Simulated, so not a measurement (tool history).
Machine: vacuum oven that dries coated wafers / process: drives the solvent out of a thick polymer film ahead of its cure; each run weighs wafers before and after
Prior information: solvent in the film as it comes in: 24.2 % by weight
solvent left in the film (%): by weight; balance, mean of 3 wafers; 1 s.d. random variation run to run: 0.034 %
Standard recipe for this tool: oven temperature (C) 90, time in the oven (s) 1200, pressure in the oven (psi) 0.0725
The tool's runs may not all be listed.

Run 1, day 0: usual settings. Result: solvent left in the film (%) 1.36.
At day 2.271: vacuum gauge cleaned of residue and calibrated.
Run 2, day 2.438: usual settings. Result: solvent left in the film (%) 1.08.
Run 3, day 5.717: usual settings but time in the oven (s) 1560. Result: solvent left in the film (%) 0.71.
Run 4, day 8.508: usual settings but oven temperature (C) 95. Result: solvent left in the film (%) 0.57.
Run 5, day 11.967: usual settings but oven temperature (C) 95. Result: solvent left in the film (%) 0.47.
Run 6, day 14.258: usual settings but time in the oven (s) 780. Result: solvent left in the film (%) 2.69.
Run 7, day 16.658: usual settings but oven temperature (C) 93, time in the oven (s) 600, pressure in the oven (psi) 0.0499. Result: solvent left in the film (%) 2.93.
Run 8, day 19.312: usual settings but oven temperature (C) 102, time in the oven (s) 720. Result: solvent left in the film (%) 0.57.
Run 9, day 22.542: usual settings but oven temperature (C) 83, time in the oven (s) 1860, pressure in the oven (psi) 0.1159. Result: solvent left in the film (%) 1.44.
Run 10, day 24.1: usual settings but oven temperature (C) 83, time in the oven (s) 1860, pressure in the oven (psi) 0.1159. Result: solvent left in the film (%) 1.48.
Run 11, day 27.583: usual settings but oven temperature (C) 83, time in the oven (s) 1860, pressure in the oven (psi) 0.1159. Result: solvent left in the film (%) 1.45.
Run 12, day 29.35: usual settings but pressure in the oven (psi) 0.1246. Result: solvent left in the film (%) 1.34.

Per-run results on a tool with no hidden state, each run keeping its own random variation:
Hidden conditions of the tool in this case: true wafer temperature over the reading, C; true pressure over the reading, kPa; drift of the gauge itself on solvent_pct, %.
run  solvent left in the film (%)
  1                          1.13
  2                          1.15
  3                          0.75
  4                          0.59
  5                          0.49
  6                          2.84
  7                          3.09
  8                          0.59
  9                          1.49
 10                          1.53
 11                          1.48
 12                          1.39
